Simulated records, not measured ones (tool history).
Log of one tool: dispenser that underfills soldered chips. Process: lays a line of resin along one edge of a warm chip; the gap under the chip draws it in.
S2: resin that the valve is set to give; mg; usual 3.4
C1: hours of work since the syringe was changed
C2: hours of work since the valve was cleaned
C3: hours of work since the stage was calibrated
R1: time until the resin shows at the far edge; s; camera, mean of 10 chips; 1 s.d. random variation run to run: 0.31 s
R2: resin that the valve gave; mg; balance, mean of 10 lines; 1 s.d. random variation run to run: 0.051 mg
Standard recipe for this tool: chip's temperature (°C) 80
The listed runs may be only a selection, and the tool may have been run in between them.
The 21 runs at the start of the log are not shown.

Run 22, day 3.629: usual settings but S2 4.05 mg; C1 5; C2 93; C3 208. Result: R1 10 s, R2 3.64 mg.
Run 23, day 3.817: usual settings but S2 4.05 mg; C1 8; C2 96; C3 211. Result: R1 13.4 s, R2 3.65 mg.
At day 3.892: new syringe of resin.
Run 24, day 4.025: usual settings but S2 4.05 mg; C1 2; C2 99; C3 214. Result: R1 8.9 s, R2 3.64 mg.
At day 4.112: dispensing valve cleaned and set on the balance.
Run 25, day 4.262: usual settings but S2 4.05 mg; C1 5; C2 2; C3 217. Result: R1 10.9 s, R2 4 mg.
Run 26, day 4.412: usual settings but chip's temperature (°C) 95, S2 3.72 mg; C1 8; C2 5; C3 220. Result: R1 5.6 s, R2 3.7 mg.
At day 4.512: new syringe of resin.
Run 27, day 4.667: usual settings but chip's temperature (°C) 68, S2 3.72 mg; C1 2; C2 9; C3 224. Result: R1 17 s, R2 3.61 mg.
Run 28, day 4.821: usual settings but S2 3.15 mg; C1 5; C2 11; C3 226. Result: R1 10.7 s, R2 3.08 mg.
Run 29, day 4.946: usual settings but chip's temperature (°C) 69, S2 3.81 mg; C1 7; C2 13; C3 228. Result: R1 21 s, R2 3.75 mg.
At day 5.108: new syringe of resin.
Run 30, day 5.217: usual settings but chip's temperature (°C) 94, S2 3.17 mg; C1 2; C2 17; C3 232. Result: R1 4.3 s, R2 3.02 mg.
Run 31, day 5.421: usual settings but chip's temperature (°C) 84, S2 3.08 mg; C1 5; C2 21; C3 236. Result: R1 9.8 s, R2 2.9 mg.
Run 32, day 5.567: usual settings but chip's temperature (°C) 69, S2 3.24 mg; C1 7; C2 23; C3 238. Result: R1 22.8 s, R2 3.15 mg.
At day 5.692: new syringe of resin.
Run 33, day 5.804: usual settings but chip's temperature (°C) 73, S2 2.92 mg; C1 2; C2 27; C3 242. Result: R1 13 s, R2 2.82 mg.
Run 34, day 5.912: usual settings but chip's temperature (°C) 73, S2 4.05 mg; C1 4; C2 28; C3 243. Result: R1 13.6 s, R2 4 mg.
Run 35, day 6.154: usual settings but chip's temperature (°C) 79, S2 4.01 mg; C1 7; C2 32; C3 247. Result: R1 12.3 s, R2 3.95 mg.
At day 6.283: new syringe of resin.
Run 36, day 6.296: usual settings but chip's temperature (°C) 78, S2 3.7 mg; C1 0; C2 34; C3 249. Result: R1 9 s, R2 3.54 mg.

4 ways to go on from here, each from the tool as it stands after run 36. What would each give?
Run A, day 6.496: usual settings but chip's temperature (°C) 73; C1 3; C2 38; C3 253. Result: R1 ?, R2 ?.
Run B, day 6.496: usual settings but chip's temperature (°C) 78, S2 3.43 mg; C1 3; C2 38; C3 253. Result: R1 ?, R2 ?.
Run C, day 6.496: usual settings but chip's temperature (°C) 90, S2 3.04 mg; C1 3; C2 38; C3 253. Result: R1 ?, R2 ?.
Run D, day 6.496: usual settings but chip's temperature (°C) 89, S2 4.25 mg; C1 3; C2 38; C3 253. Result: R1 ?, R2 ?.

run    R1    R2
  A  13.8   3.3
  B  10.6  3.36
  C   5.6  2.91
  D   5.7  4.09
Had the tool no hidden state, the same runs would have come out as:
run    R1    R2
  A  10.5  3.43
  B   8.1  3.49
  C   4.1  3.03
  D   4.3  4.25
